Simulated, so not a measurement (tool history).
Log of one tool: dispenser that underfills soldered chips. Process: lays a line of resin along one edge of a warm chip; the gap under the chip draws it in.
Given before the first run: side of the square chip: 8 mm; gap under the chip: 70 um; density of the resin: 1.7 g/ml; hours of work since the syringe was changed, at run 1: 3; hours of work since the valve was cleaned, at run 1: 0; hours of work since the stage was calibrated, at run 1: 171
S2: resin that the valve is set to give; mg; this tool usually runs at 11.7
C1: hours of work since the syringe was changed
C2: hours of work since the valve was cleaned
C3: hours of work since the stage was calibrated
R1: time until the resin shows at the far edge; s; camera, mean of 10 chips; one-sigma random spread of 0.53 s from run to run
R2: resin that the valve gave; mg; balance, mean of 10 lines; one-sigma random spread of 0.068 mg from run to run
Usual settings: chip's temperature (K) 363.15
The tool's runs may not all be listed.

Run 1, hour 0.0: usual settings; C1 3; C2 0; C3 171. Result: R1 56.3 s, R2 11.65 mg.
Run 2, hour 7.6: usual settings; C1 8; C2 5; C3 176. Result: R1 84.3 s, R2 11.62 mg.
At hour 12.8: new syringe of resin.
Run 3, hour 15.7: usual settings but chip's temperature (K) 370.15; C1 2; C2 10; C3 182. Result: R1 37.9 s, R2 11.53 mg.
Run 4, hour 22.0: usual settings but chip's temperature (K) 370.15; C1 6; C2 14; C3 186. Result: R1 54.1 s, R2 11.55 mg.
Run 5, hour 27.9: usual settings but chip's temperature (K) 354.15; C1 10; C2 18; C3 190. Result: R1 161.1 s, R2 11.57 mg.
At hour 29.6: new syringe of resin.
Run 6, hour 34.0: usual settings; C1 3; C2 22; C3 193. Result: R1 58.6 s, R2 11.36 mg.
Run 7, hour 43.1: usual settings; C1 9; C2 28; C3 199. Result: R1 94.4 s, R2 11.49 mg.
At hour 46.6: new syringe of resin.
Run 8, hour 53.6: usual settings; C1 5; C2 35; C3 206. Result: R1 66.4 s, R2 11.40 mg.
Run 9, hour 60.1: usual settings; C1 9; C2 39; C3 210. Result: R1 94.8 s, R2 11.39 mg.
At hour 63.9: new syringe of resin.
Run 10, hour 72.2: usual settings; C1 5; C2 47; C3 218. Result: R1 72.4 s, R2 11.25 mg.
Run 11, hour 79.9: usual settings; C1 11; C2 52; C3 223. Result: R1 109.6 s, R2 11.21 mg.
At hour 81.4: new syringe of resin.
Run 12, hour 88.3: usual settings; C1 5; C2 57; C3 229. Result: R1 65.5 s, R2 11.13 mg.
At hour 98.1: new syringe of resin.
Run 13, hour 98.7: usual settings but S2 13.5 mg; C1 0; C2 64; C3 235. Result: R1 48.1 s, R2 12.81 mg.
Run 14, hour 108.5: usual settings; C1 7; C2 70; C3 242. Result: R1 81.5 s, R2 11.10 mg.
At hour 114.7: new syringe of resin.
Run 15, hour 119.1: usual settings but chip's temperature (K) 355.15, S2 14.4 mg; C1 3; C2 77; C3 248. Result: R1 84.8 s, R2 13.59 mg.
Run 16, hour 127.7: usual settings but chip's temperature (K) 354.15, S2 10.7 mg; C1 9; C2 83; C3 254. Result: R1 148.4 s, R2 10.01 mg.
At hour 131.7: new syringe of resin.
Run 17, hour 133.5: usual settings but S2 11.8 mg; C1 1; C2 86; C3 258. Result: R1 50.2 s, R2 10.95 mg.
Run 18, hour 140.0: usual settings but chip's temperature (K) 374.15, S2 14.3 mg; C1 5; C2 90; C3 262. Result: R1 42.7 s, R2 13.33 mg.
At hour 148.4: new syringe of resin.
Run 19, hour 149.9: usual settings but chip's temperature (K) 374.15, S2 14.3 mg; C1 1; C2 97; C3 268. Result: R1 29.7 s, R2 13.37 mg.
Run 20, hour 158.7: usual settings but chip's temperature (K) 374.15, S2 13.6 mg; C1 7; C2 103; C3 274. Result: R1 48.6 s, R2 12.55 mg.
At hour 165.2: new syringe of resin.
Run 21, hour 170.4: usual settings but chip's temperature (K) 351.15, S2 11.9 mg; C1 3; C2 110; C3 282. Result: R1 113.6 s, R2 11.00 mg.
At hour 175.0: dispensing valve cleaned and set on the balance.
Run 22, hour 178.1: usual settings but chip's temperature (K) 365.15, S2 10.7 mg; C1 8; C2 2; C3 286. Result: R1 80.6 s, R2 10.68 mg.
At hour 182.9: new syringe of resin.
Run 23, hour 185.3: usual settings but chip's temperature (K) 356.15, S2 10.7 mg; C1 2; C2 7; C3 290. Result: R1 75.6 s, R2 10.66 mg.
Run 24, hour 193.4: usual settings but chip's temperature (K) 375.15, S2 12.1 mg; C1 7; C2 12; C3 296. Result: R1 45.5 s, R2 11.99 mg.
At hour 199.4: new syringe of resin.
Run 25, hour 201.6: usual settings but chip's temperature (K) 375.15, S2 12.1 mg; C1 1; C2 17; C3 301. Result: R1 28.4 s, R2 11.94 mg.
Run 26, hour 213.1: usual settings but chip's temperature (K) 375.15, S2 12.1 mg; C1 9; C2 25; C3 309. Result: R1 55.7 s, R2 11.87 mg.
At hour 216.3: new syringe of resin.
Run 27, hour 221.7: usual settings but S2 13.9 mg; C1 4; C2 30; C3 314. Result: R1 62.2 s, R2 13.54 mg.

Branching from run 27: 4 alternative next runs. What would each branch give?
At hour 232.8: new syringe of resin.
Run A, hour 233.1: usual settings but chip's temperature (K) 376.15, S2 12.8 mg; C1 0; C2 37; C3 321. Result: R1 ?, R2 ?.
At hour 232.8: new syringe of resin.
Run B, hour 233.1: usual settings but chip's temperature (K) 353.15; C1 0; C2 37; C3 321. Result: R1 ?, R2 ?.
At hour 232.8: new syringe of resin.
Run C, hour 233.1: usual settings but chip's temperature (K) 354.15, S2 14.8 mg; C1 0; C2 37; C3 321. Result: R1 ?, R2 ?.
At hour 232.8: new syringe of resin.
Run D, hour 233.1: usual settings but chip's temperature (K) 360.15, S2 13.9 mg; C1 0; C2 37; C3 321. Result: R1 ?, R2 ?.

run    R1     R2
  A  25.0  12.36
  B  79.6  11.27
  C  73.5  14.38
  D  55.0  13.52
What these runs would have given with no unlogged condition in the tool:
run    R1     R2
  A  22.7  12.69
  B  71.8  11.57
  C  66.4  14.76
  D  49.7  13.88

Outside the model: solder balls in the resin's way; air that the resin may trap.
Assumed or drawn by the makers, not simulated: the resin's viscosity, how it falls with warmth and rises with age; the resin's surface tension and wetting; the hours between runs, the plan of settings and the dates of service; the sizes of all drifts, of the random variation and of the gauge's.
